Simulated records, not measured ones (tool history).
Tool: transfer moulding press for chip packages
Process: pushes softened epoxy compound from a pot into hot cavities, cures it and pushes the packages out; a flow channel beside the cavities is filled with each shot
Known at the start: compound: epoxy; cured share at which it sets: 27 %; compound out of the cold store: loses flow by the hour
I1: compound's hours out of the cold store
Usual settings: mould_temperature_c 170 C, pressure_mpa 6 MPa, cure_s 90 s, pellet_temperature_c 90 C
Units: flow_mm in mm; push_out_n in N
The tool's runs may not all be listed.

run 1 hour=0 | mould_temperature_c=170 pressure_mpa=6 cure_s=90 pellet_temperature_c=90 | I1=46.5 | flow_mm=478 push_out_n=344
-- hour=39 cavities cleaned with cleaning compound and waxed
run 2 hour=54 | mould_temperature_c=170 pressure_mpa=6 cure_s=90 pellet_temperature_c=90 | I1=16.9 | flow_mm=528 push_out_n=460
-- hour=81.8 cavities cleaned with cleaning compound and waxed
-- hour=117.2 plunger's sealing rings changed
-- hour=120.7 cavities cleaned with cleaning compound and waxed
run 3 hour=120.7 | mould_temperature_c=175 pressure_mpa=6 cure_s=90 pellet_temperature_c=90 | I1=26.3 | flow_mm=530 push_out_n=318
-- hour=159 cavities cleaned with cleaning compound and waxed
run 4 hour=186.3 | mould_temperature_c=164 pressure_mpa=6 cure_s=90 pellet_temperature_c=90 | I1=41.7 | flow_mm=500 push_out_n=687
-- hour=197.3 cavities cleaned with cleaning compound and waxed
-- hour=233.9 cavities cleaned with cleaning compound and waxed
run 5 hour=236.6 | mould_temperature_c=170 pressure_mpa=6 cure_s=90 pellet_temperature_c=90 | I1=15.9 | flow_mm=548 push_out_n=377
-- hour=271.7 cavities cleaned with cleaning compound and waxed
-- hour=308.2 cavities cleaned with cleaning compound and waxed
run 6 hour=316.1 | mould_temperature_c=170 pressure_mpa=6 cure_s=90 pellet_temperature_c=90 | I1=9.6 | flow_mm=560 push_out_n=430
-- hour=348.8 cavities cleaned with cleaning compound and waxed
run 7 hour=357.6 | mould_temperature_c=170 pressure_mpa=6 cure_s=90 pellet_temperature_c=90 | I1=31.7 | flow_mm=500 push_out_n=421
-- hour=389.1 cavities cleaned with cleaning compound and waxed
run 8 hour=409.1 | mould_temperature_c=170 pressure_mpa=6 cure_s=90 pellet_temperature_c=88 | I1=47.9 | flow_mm=464 push_out_n=481
-- hour=426.1 mould's thermocouples calibrated
-- hour=427.6 cavities cleaned with cleaning compound and waxed
-- hour=434.4 plunger's sealing rings changed
-- hour=467.5 cavities cleaned with cleaning compound and waxed
run 9 hour=479.1 | mould_temperature_c=170 pressure_mpa=6 cure_s=90 pellet_temperature_c=84 | I1=23.8 | flow_mm=542 push_out_n=445
-- hour=507.7 cavities cleaned with cleaning compound and waxed
-- hour=546.4 cavities cleaned with cleaning compound and waxed
run 10 hour=546.4 | mould_temperature_c=170 pressure_mpa=6 cure_s=90 pellet_temperature_c=84 | I1=17.1 | flow_mm=552 push_out_n=344
-- hour=585.9 cavities cleaned with cleaning compound and waxed
run 11 hour=585.9 | mould_temperature_c=170 pressure_mpa=6 cure_s=90 pellet_temperature_c=84 | I1=10.6 | flow_mm=564 push_out_n=363
-- hour=628.1 cavities cleaned with cleaning compound and waxed
run 12 hour=628.1 | mould_temperature_c=170 pressure_mpa=6 cure_s=90 pellet_temperature_c=84 | I1=26.9 | flow_mm=518 push_out_n=361
-- hour=669.2 cavities cleaned with cleaning compound and waxed
run 13 hour=676.5 | mould_temperature_c=170 pressure_mpa=6 cure_s=90 pellet_temperature_c=84 | I1=30.4 | flow_mm=506 push_out_n=407
-- hour=708.8 cavities cleaned with cleaning compound and waxed
run 14 hour=721.9 | mould_temperature_c=170 pressure_mpa=6.32 cure_s=90 pellet_temperature_c=90 | I1=39.3 | flow_mm=498 push_out_n=455
-- hour=749.7 plunger's sealing rings changed
-- hour=751.2 cavities cleaned with cleaning compound and waxed
run 15 hour=780.9 | mould_temperature_c=170 pressure_mpa=6.65 cure_s=90 pellet_temperature_c=89 | I1=27.8 | flow_mm=559 push_out_n=538
-- hour=787.7 cavities cleaned with cleaning compound and waxed
-- hour=825 cavities cleaned with cleaning compound and waxed
run 16 hour=838.7 | mould_temperature_c=170 pressure_mpa=6 cure_s=108 pellet_temperature_c=90 | I1=13.6 | flow_mm=564 push_out_n=419
-- hour=862.4 cavities cleaned with cleaning compound and waxed
run 17 hour=889.3 | mould_temperature_c=177 pressure_mpa=6.42 cure_s=78 pellet_temperature_c=83 | I1=47.6 | flow_mm=485 push_out_n=502
-- hour=904.5 cavities cleaned with cleaning compound and waxed
run 18 hour=936.5 | mould_temperature_c=177 pressure_mpa=6.42 cure_s=78 pellet_temperature_c=83 | I1=38.3 | flow_mm=500 push_out_n=495
-- hour=942.6 cavities cleaned with cleaning compound and waxed
-- hour=982.2 cavities cleaned with cleaning compound and waxed
run 19 hour=1015.8 | mould_temperature_c=177 pressure_mpa=6.42 cure_s=78 pellet_temperature_c=83 | I1=23.2 | flow_mm=532 push_out_n=547
-- hour=1020.9 cavities cleaned with cleaning compound and waxed
-- hour=1060.4 cavities cleaned with cleaning compound and waxed
-- hour=1067.6 plunger's sealing rings changed
run 20 hour=1067.6 | mould_temperature_c=177 pressure_mpa=6.42 cure_s=78 pellet_temperature_c=83 | I1=40.6 | flow_mm=515 push_out_n=368
-- hour=1100.2 cavities cleaned with cleaning compound and waxed
run 21 hour=1112.7 | mould_temperature_c=170 pressure_mpa=4.94 cure_s=86 pellet_temperature_c=90 | I1=18.2 | flow_mm=508 push_out_n=500
-- hour=1130.6 mould's thermocouples calibrated
-- hour=1140.1 cavities cleaned with cleaning compound and waxed
run 22 hour=1168.1 | mould_temperature_c=175 pressure_mpa=5.62 cure_s=98 pellet_temperature_c=90 | I1=38.4 | flow_mm=479 push_out_n=483
-- hour=1179.3 cavities cleaned with cleaning compound and waxed
run 23 hour=1206.7 | mould_temperature_c=175 pressure_mpa=5.62 cure_s=98 pellet_temperature_c=90 | I1=31.1 | flow_mm=491 push_out_n=466
-- hour=1218 cavities cleaned with cleaning compound and waxed
-- hour=1256.5 cavities cleaned with cleaning compound and waxed
run 24 hour=1287.3 | mould_temperature_c=175 pressure_mpa=5.62 cure_s=98 pellet_temperature_c=90 | I1=29.1 | flow_mm=485 push_out_n=472
-- hour=1298.4 cavities cleaned with cleaning compound and waxed
run 25 hour=1331.5 | mould_temperature_c=170 pressure_mpa=6 cure_s=82 pellet_temperature_c=90 | I1=43.4 | flow_mm=475 push_out_n=581

4 ways to go on from here, each from the tool as it stands after run 25. What would each give?
-- hour=1337.9 cavities cleaned with cleaning compound and waxed
-- hour=1375.5 cavities cleaned with cleaning compound and waxed
-- hour=1384.8 plunger's sealing rings changed
run A hour=1394.5 | mould_temperature_c=169 pressure_mpa=6 cure_s=82 pellet_temperature_c=88 | I1=29.8 | flow_mm=? push_out_n=?
-- hour=1337.9 cavities cleaned with cleaning compound and waxed
-- hour=1375.5 cavities cleaned with cleaning compound and waxed
-- hour=1384.8 plunger's sealing rings changed
run B hour=1394.5 | mould_temperature_c=165 pressure_mpa=6 cure_s=82 pellet_temperature_c=93 | I1=34 | flow_mm=? push_out_n=?
-- hour=1337.9 cavities cleaned with cleaning compound and waxed
-- hour=1375.5 cavities cleaned with cleaning compound and waxed
-- hour=1384.8 plunger's sealing rings changed
run C hour=1394.5 | mould_temperature_c=167 pressure_mpa=6 cure_s=94 pellet_temperature_c=90 | I1=44.6 | flow_mm=? push_out_n=?
-- hour=1337.9 cavities cleaned with cleaning compound and waxed
-- hour=1375.5 cavities cleaned with cleaning compound and waxed
-- hour=1384.8 plunger's sealing rings changed
run D hour=1394.5 | mould_temperature_c=170 pressure_mpa=6 cure_s=90 pellet_temperature_c=95 | I1=42.4 | flow_mm=? push_out_n=?

run=A flow_mm=528 push_out_n=531
run=B flow_mm=520 push_out_n=670
run=C flow_mm=495 push_out_n=497
run=D flow_mm=504 push_out_n=456
Without the tool's hidden state the same runs would have given:
run=A flow_mm=531 push_out_n=386
run=B flow_mm=522 push_out_n=486
run=C flow_mm=497 push_out_n=365
run=D flow_mm=507 push_out_n=332
